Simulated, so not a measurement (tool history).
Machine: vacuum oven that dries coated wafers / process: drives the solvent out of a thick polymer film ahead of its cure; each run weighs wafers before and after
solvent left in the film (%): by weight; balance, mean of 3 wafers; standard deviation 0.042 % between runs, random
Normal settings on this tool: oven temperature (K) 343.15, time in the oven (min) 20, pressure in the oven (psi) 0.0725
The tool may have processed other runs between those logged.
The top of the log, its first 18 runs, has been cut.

{"run": 19, "day": 9.575, "oven temperature (K)": 341.15, "time in the oven (min)": 18, "pressure in the oven (psi)": 0.0653, "solvent left in the film (%)": 1.79}
{"day": 9.75, "done": "vacuum gauge cleaned of residue and calibrated, once more"}
{"run": 20, "day": 9.992, "oven temperature (K)": 351.15, "time in the oven (min)": 33, "pressure in the oven (psi)": 0.0725, "solvent left in the film (%)": 0.21}
{"run": 21, "day": 10.488, "oven temperature (K)": 353.15, "time in the oven (min)": 34, "pressure in the oven (psi)": 0.0506, "solvent left in the film (%)": 0.04}
{"run": 22, "day": 10.954, "oven temperature (K)": 353.15, "time in the oven (min)": 34, "pressure in the oven (psi)": 0.0506, "solvent left in the film (%)": 0.24}
{"run": 23, "day": 11.621, "oven temperature (K)": 343.15, "time in the oven (min)": 18, "pressure in the oven (psi)": 0.0438, "solvent left in the film (%)": 0.99}
{"run": 24, "day": 12.212, "oven temperature (K)": 346.15, "time in the oven (min)": 15, "pressure in the oven (psi)": 0.0611, "solvent left in the film (%)": 0.99}
{"run": 25, "day": 12.7, "oven temperature (K)": 343.15, "time in the oven (min)": 16, "pressure in the oven (psi)": 0.0725, "solvent left in the film (%)": 1.43}
{"run": 26, "day": 13.325, "oven temperature (K)": 331.15, "time in the oven (min)": 20, "pressure in the oven (psi)": 0.0725, "solvent left in the film (%)": 5.02}
{"run": 27, "day": 14.008, "oven temperature (K)": 333.15, "time in the oven (min)": 12, "pressure in the oven (psi)": 0.0725, "solvent left in the film (%)": 7.15}
{"run": 28, "day": 14.667, "oven temperature (K)": 343.15, "time in the oven (min)": 12, "pressure in the oven (psi)": 0.2502, "solvent left in the film (%)": 3.4}
{"run": 29, "day": 15.133, "oven temperature (K)": 343.15, "time in the oven (min)": 14, "pressure in the oven (psi)": 0.0725, "solvent left in the film (%)": 1.93}
{"run": 30, "day": 15.475, "oven temperature (K)": 353.15, "time in the oven (min)": 14, "pressure in the oven (psi)": 0.0483, "solvent left in the film (%)": 0.22}
{"run": 31, "day": 16.046, "oven temperature (K)": 353.15, "time in the oven (min)": 28, "pressure in the oven (psi)": 0.1031, "solvent left in the film (%)": 0.44}
{"run": 32, "day": 16.729, "oven temperature (K)": 338.15, "time in the oven (min)": 16, "pressure in the oven (psi)": 0.1031, "solvent left in the film (%)": 3.15}

For run 33, what comes out?
{"run": 33, "day": 17.15, "oven temperature (K)": 338.15, "time in the oven (min)": 16, "pressure in the oven (psi)": 0.1031, "solvent left in the film (%)": "?"}

Run 33 produced solvent left in the film (%) 3.15.
With no hidden state in the tool, this same run would have given solvent left in the film (%) 3.3.

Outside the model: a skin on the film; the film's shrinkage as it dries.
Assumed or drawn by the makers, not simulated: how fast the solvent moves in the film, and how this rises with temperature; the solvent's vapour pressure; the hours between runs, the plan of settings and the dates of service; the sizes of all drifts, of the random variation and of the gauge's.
